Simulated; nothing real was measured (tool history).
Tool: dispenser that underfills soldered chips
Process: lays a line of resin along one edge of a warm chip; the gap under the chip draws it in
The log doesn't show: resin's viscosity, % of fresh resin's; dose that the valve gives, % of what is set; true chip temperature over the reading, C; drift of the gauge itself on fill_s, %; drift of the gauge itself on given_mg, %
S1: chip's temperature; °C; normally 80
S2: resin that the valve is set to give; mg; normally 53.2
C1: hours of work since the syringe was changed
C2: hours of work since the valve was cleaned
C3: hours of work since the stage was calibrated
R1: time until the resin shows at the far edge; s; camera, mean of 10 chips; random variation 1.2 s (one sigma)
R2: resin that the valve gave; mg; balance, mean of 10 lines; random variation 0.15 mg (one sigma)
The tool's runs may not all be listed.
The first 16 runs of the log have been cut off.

{"hour": 113.7, "done": "new syringe of resin"}
{"run": 17, "hour": 115.6, "S1": 80, "S2": 46.1, "C1": 1, "C2": 29, "C3": 147, "R1": 125.8, "R2": 45.12}
{"hour": 122.6, "done": "new syringe of resin"}
{"run": 18, "hour": 125.8, "S1": 69, "S2": 63, "C1": 2, "C2": 35, "C3": 154, "R1": 221.4, "R2": 61.24}
{"hour": 131.2, "done": "new syringe of resin"}
{"run": 19, "hour": 131.7, "S1": 82, "S2": 48.8, "C1": 0, "C2": 39, "C3": 157, "R1": 111.1, "R2": 47.45}
{"hour": 140.3, "done": "new syringe of resin"}
{"run": 20, "hour": 140.3, "S1": 77, "S2": 51.2, "C1": 0, "C2": 44, "C3": 163, "R1": 133.9, "R2": 49.71}
{"run": 21, "hour": 144.7, "S1": 80, "S2": 64.6, "C1": 3, "C2": 47, "C3": 166, "R1": 138, "R2": 62.28}
{"hour": 149.4, "done": "new syringe of resin"}
{"run": 22, "hour": 150.3, "S1": 86, "S2": 45.6, "C1": 1, "C2": 50, "C3": 169, "R1": 93.2, "R2": 44.13}
{"hour": 158.4, "done": "new syringe of resin"}
{"run": 23, "hour": 158.9, "S1": 77, "S2": 50.2, "C1": 0, "C2": 56, "C3": 174, "R1": 132.7, "R2": 48.03}
{"run": 24, "hour": 165.0, "S1": 84, "S2": 65.6, "C1": 4, "C2": 59, "C3": 178, "R1": 123.8, "R2": 62.68}
{"hour": 167.3, "done": "new syringe of resin"}
{"run": 25, "hour": 173.5, "S1": 84, "S2": 65.6, "C1": 4, "C2": 65, "C3": 184, "R1": 123.9, "R2": 62.51}
{"hour": 176.0, "done": "new syringe of resin"}
{"run": 26, "hour": 182.5, "S1": 78, "S2": 54.3, "C1": 4, "C2": 70, "C3": 189, "R1": 173.4, "R2": 51.39}
{"hour": 185.2, "done": "new syringe of resin"}
{"run": 27, "hour": 187.3, "S1": 84, "S2": 58, "C1": 1, "C2": 73, "C3": 192, "R1": 103.9, "R2": 54.79}
{"hour": 190.5, "done": "dispensing valve cleaned and set on the balance"}
{"hour": 195.6, "done": "new syringe of resin"}
{"run": 28, "hour": 195.9, "S1": 80, "S2": 65.6, "C1": 0, "C2": 3, "C3": 197, "R1": 116, "R2": 65.42}
{"hour": 204.9, "done": "new syringe of resin"}
{"run": 29, "hour": 206.1, "S1": 80, "S2": 65.6, "C1": 1, "C2": 10, "C3": 203, "R1": 121.6, "R2": 65.23}
{"run": 30, "hour": 211.1, "S1": 75, "S2": 50, "C1": 4, "C2": 13, "C3": 206, "R1": 197.2, "R2": 49.55}
{"hour": 213.6, "done": "new syringe of resin"}
{"run": 31, "hour": 217.7, "S1": 80, "S2": 64.2, "C1": 3, "C2": 17, "C3": 210, "R1": 139.5, "R2": 63.29}
{"hour": 222.7, "done": "new syringe of resin"}
{"run": 32, "hour": 226.2, "S1": 72, "S2": 66.9, "C1": 2, "C2": 22, "C3": 216, "R1": 198.5, "R2": 65.93}

Forecast run 33:
{"hour": 231.8, "done": "new syringe of resin"}
{"run": 33, "hour": 236.0, "S1": 94, "S2": 49.2, "C1": 3, "C2": 28, "C3": 222, "R1": "?", "R2": "?"}

{"run 33": {"R1": 77.4, "R2": 48.22}}
Without the tool's hidden state the same run would have given R1 60 s, R2 49.21 mg.
